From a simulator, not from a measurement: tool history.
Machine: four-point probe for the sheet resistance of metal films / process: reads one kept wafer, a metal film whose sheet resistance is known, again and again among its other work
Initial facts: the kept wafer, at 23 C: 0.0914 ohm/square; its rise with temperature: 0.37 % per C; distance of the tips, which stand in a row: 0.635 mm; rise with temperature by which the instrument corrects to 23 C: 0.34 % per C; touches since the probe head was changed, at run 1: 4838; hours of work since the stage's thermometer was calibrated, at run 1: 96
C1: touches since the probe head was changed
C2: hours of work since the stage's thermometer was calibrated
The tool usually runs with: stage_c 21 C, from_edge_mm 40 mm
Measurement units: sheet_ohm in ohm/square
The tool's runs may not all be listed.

{"run": 1, "day": 0.0, "stage_c": 21, "from_edge_mm": 40, "C1": 4838, "C2": 96, "sheet_ohm": 0.09112}
{"run": 2, "day": 1.288, "stage_c": 21, "from_edge_mm": 40, "C1": 6099, "C2": 114, "sheet_ohm": 0.091088}
{"run": 3, "day": 2.275, "stage_c": 21, "from_edge_mm": 40, "C1": 7064, "C2": 128, "sheet_ohm": 0.091122}
{"run": 4, "day": 3.575, "stage_c": 21, "from_edge_mm": 5, "C1": 8335, "C2": 146, "sheet_ohm": 0.091905}
{"run": 5, "day": 4.462, "stage_c": 21, "from_edge_mm": 36, "C1": 9204, "C2": 159, "sheet_ohm": 0.091123}
{"run": 6, "day": 5.475, "stage_c": 21, "from_edge_mm": 36, "C1": 10196, "C2": 173, "sheet_ohm": 0.091183}
{"run": 7, "day": 6.412, "stage_c": 19, "from_edge_mm": 40, "C1": 11111, "C2": 186, "sheet_ohm": 0.091054}
{"run": 8, "day": 7.058, "stage_c": 31, "from_edge_mm": 40, "C1": 11746, "C2": 195, "sheet_ohm": 0.091499}
{"run": 9, "day": 7.942, "stage_c": 31, "from_edge_mm": 40, "C1": 12610, "C2": 208, "sheet_ohm": 0.091517}
{"run": 10, "day": 8.783, "stage_c": 31, "from_edge_mm": 40, "C1": 13433, "C2": 220, "sheet_ohm": 0.091538}
{"run": 11, "day": 9.512, "stage_c": 21, "from_edge_mm": 9, "C1": 14144, "C2": 230, "sheet_ohm": 0.091404}
{"run": 12, "day": 10.35, "stage_c": 21, "from_edge_mm": 50, "C1": 14965, "C2": 242, "sheet_ohm": 0.091158}
{"run": 13, "day": 11.65, "stage_c": 21, "from_edge_mm": 50, "C1": 16235, "C2": 260, "sheet_ohm": 0.091196}
{"run": 14, "day": 12.8, "stage_c": 24, "from_edge_mm": 40, "C1": 17364, "C2": 276, "sheet_ohm": 0.091319}
{"run": 15, "day": 14.067, "stage_c": 24, "from_edge_mm": 40, "C1": 18603, "C2": 294, "sheet_ohm": 0.091284}
{"run": 16, "day": 15.267, "stage_c": 24, "from_edge_mm": 40, "C1": 19774, "C2": 311, "sheet_ohm": 0.091306}
{"run": 17, "day": 16.042, "stage_c": 24, "from_edge_mm": 40, "C1": 20533, "C2": 322, "sheet_ohm": 0.091319}
{"run": 18, "day": 16.683, "stage_c": 24, "from_edge_mm": 40, "C1": 21160, "C2": 331, "sheet_ohm": 0.091336}
{"run": 19, "day": 17.621, "stage_c": 24, "from_edge_mm": 40, "C1": 22080, "C2": 344, "sheet_ohm": 0.09135}
{"run": 20, "day": 18.812, "stage_c": 24, "from_edge_mm": 40, "C1": 23244, "C2": 361, "sheet_ohm": 0.091365}
{"run": 21, "day": 19.846, "stage_c": 21, "from_edge_mm": 40, "C1": 24257, "C2": 376, "sheet_ohm": 0.091209}
{"run": 22, "day": 20.854, "stage_c": 20, "from_edge_mm": 5, "C1": 25241, "C2": 390, "sheet_ohm": 0.092027}
{"run": 23, "day": 21.796, "stage_c": 20, "from_edge_mm": 11, "C1": 26162, "C2": 403, "sheet_ohm": 0.091399}
{"run": 24, "day": 22.396, "stage_c": 27, "from_edge_mm": 46, "C1": 26751, "C2": 412, "sheet_ohm": 0.091463}
{"run": 25, "day": 23.279, "stage_c": 19, "from_edge_mm": 46, "C1": 27617, "C2": 424, "sheet_ohm": 0.091202}
{"run": 26, "day": 24.267, "stage_c": 28, "from_edge_mm": 11, "C1": 28580, "C2": 438, "sheet_ohm": 0.091708}
{"run": 27, "day": 25.525, "stage_c": 28, "from_edge_mm": 11, "C1": 29813, "C2": 456, "sheet_ohm": 0.091643}
{"run": 28, "day": 26.696, "stage_c": 28, "from_edge_mm": 11, "C1": 30956, "C2": 472, "sheet_ohm": 0.091706}
{"run": 29, "day": 27.342, "stage_c": 28, "from_edge_mm": 11, "C1": 31589, "C2": 482, "sheet_ohm": 0.09173}
{"run": 30, "day": 28.554, "stage_c": 21, "from_edge_mm": 8, "C1": 32777, "C2": 499, "sheet_ohm": 0.091619}
{"run": 31, "day": 29.517, "stage_c": 21, "from_edge_mm": 8, "C1": 33716, "C2": 512, "sheet_ohm": 0.091635}
{"run": 32, "day": 30.075, "stage_c": 34, "from_edge_mm": 12, "C1": 34265, "C2": 520, "sheet_ohm": 0.091895}
{"run": 33, "day": 31.012, "stage_c": 34, "from_edge_mm": 12, "C1": 35182, "C2": 533, "sheet_ohm": 0.091925}
{"run": 34, "day": 31.696, "stage_c": 24, "from_edge_mm": 4, "C1": 35852, "C2": 543, "sheet_ohm": 0.092663}
{"run": 35, "day": 32.933, "stage_c": 29, "from_edge_mm": 10, "C1": 37062, "C2": 560, "sheet_ohm": 0.09183}
{"run": 36, "day": 33.829, "stage_c": 20, "from_edge_mm": 66, "C1": 37938, "C2": 573, "sheet_ohm": 0.09131}
{"run": 37, "day": 34.854, "stage_c": 26, "from_edge_mm": 40, "C1": 38938, "C2": 587, "sheet_ohm": 0.091528}
{"run": 38, "day": 35.5, "stage_c": 26, "from_edge_mm": 49, "C1": 39572, "C2": 597, "sheet_ohm": 0.091551}
{"run": 39, "day": 36.321, "stage_c": 28, "from_edge_mm": 31, "C1": 40374, "C2": 608, "sheet_ohm": 0.091625}
{"run": 40, "day": 37.158, "stage_c": 24, "from_edge_mm": 29, "C1": 41196, "C2": 620, "sheet_ohm": 0.091521}
{"run": 41, "day": 38.071, "stage_c": 21, "from_edge_mm": 7, "C1": 42089, "C2": 633, "sheet_ohm": 0.091804}
{"run": 42, "day": 39.338, "stage_c": 21, "from_edge_mm": 7, "C1": 43325, "C2": 651, "sheet_ohm": 0.091824}

Here are 4 independent what-if runs from the current tool condition. What would each one return?
{"run": "A", "day": 40.204, "stage_c": 22, "from_edge_mm": 18, "C1": 44174, "C2": 663, "sheet_ohm": "?"}
{"run": "B", "day": 40.204, "stage_c": 20, "from_edge_mm": 7, "C1": 44174, "C2": 663, "sheet_ohm": "?"}
{"run": "C", "day": 40.204, "stage_c": 21, "from_edge_mm": 11, "C1": 44174, "C2": 663, "sheet_ohm": "?"}
{"run": "D", "day": 40.204, "stage_c": 25, "from_edge_mm": 7, "C1": 44174, "C2": 663, "sheet_ohm": "?"}

run=A sheet_ohm=0.091504
run=B sheet_ohm=0.091773
run=C sheet_ohm=0.091581
run=D sheet_ohm=0.091950
Without the tool's hidden state the same runs would have given:
run=A sheet_ohm=0.091432
run=B sheet_ohm=0.091700
run=C sheet_ohm=0.091509
run=D sheet_ohm=0.091879
